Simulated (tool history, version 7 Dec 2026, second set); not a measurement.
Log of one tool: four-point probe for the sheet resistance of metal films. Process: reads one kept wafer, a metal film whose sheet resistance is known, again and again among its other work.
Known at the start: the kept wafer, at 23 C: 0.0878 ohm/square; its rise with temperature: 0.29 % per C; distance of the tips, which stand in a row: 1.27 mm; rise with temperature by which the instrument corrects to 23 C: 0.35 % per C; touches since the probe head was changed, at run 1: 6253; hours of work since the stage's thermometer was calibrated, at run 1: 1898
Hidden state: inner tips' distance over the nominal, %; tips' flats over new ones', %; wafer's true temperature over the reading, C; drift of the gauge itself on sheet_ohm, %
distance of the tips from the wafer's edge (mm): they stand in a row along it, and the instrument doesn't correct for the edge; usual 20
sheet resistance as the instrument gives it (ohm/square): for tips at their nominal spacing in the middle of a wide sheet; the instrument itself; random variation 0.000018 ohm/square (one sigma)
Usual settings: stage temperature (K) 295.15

run,hour,stage temperature (K),distance of the tips from the wafer's edge (mm),touches since the probe head was changed,hours of work since the stage's thermometer was calibrated,sheet resistance as the instrument gives it (ohm/square)
1,0,295.15,20,6253,1898,0.087585
2,21.2,295.15,11,6459,1908,0.08801
3,34.6,295.15,11,6589,1914,0.088014
4,52.6,302.15,20,6763,1922,0.087252
5,71.7,302.15,20,6949,1930,0.087265
6,90,302.15,20,7127,1938,0.087272
7,117.2,295.15,19,7391,1950,0.087578
8,146.7,295.15,19,7677,1963,0.087587
9,163.2,295.15,19,7837,1970,0.087583
10,192.6,295.15,19,8123,1983,0.08762
11,222.2,300.15,5,8411,1997,0.090079
12,239.7,296.15,6,8580,2004,0.0894
13,270.1,306.15,68,8875,2018,0.086863
14,293.9,299.15,19,9107,2028,0.087399
15,313.8,306.15,22,9299,2037,0.087044
16,328.9,299.15,12,9447,2044,0.087712
17,360.5,303.15,25,9753,2058,0.087136
18,384.6,294.15,25,9987,2068,0.087546

Forecast run 19:
19,400.3,305.15,24,10139,2075,?

Run 19 gave sheet resistance as the instrument gives it (ohm/square) 0.08703.
Without the tool's hidden state the same run would have given sheet resistance as the instrument gives it (ohm/square) 0.087509.
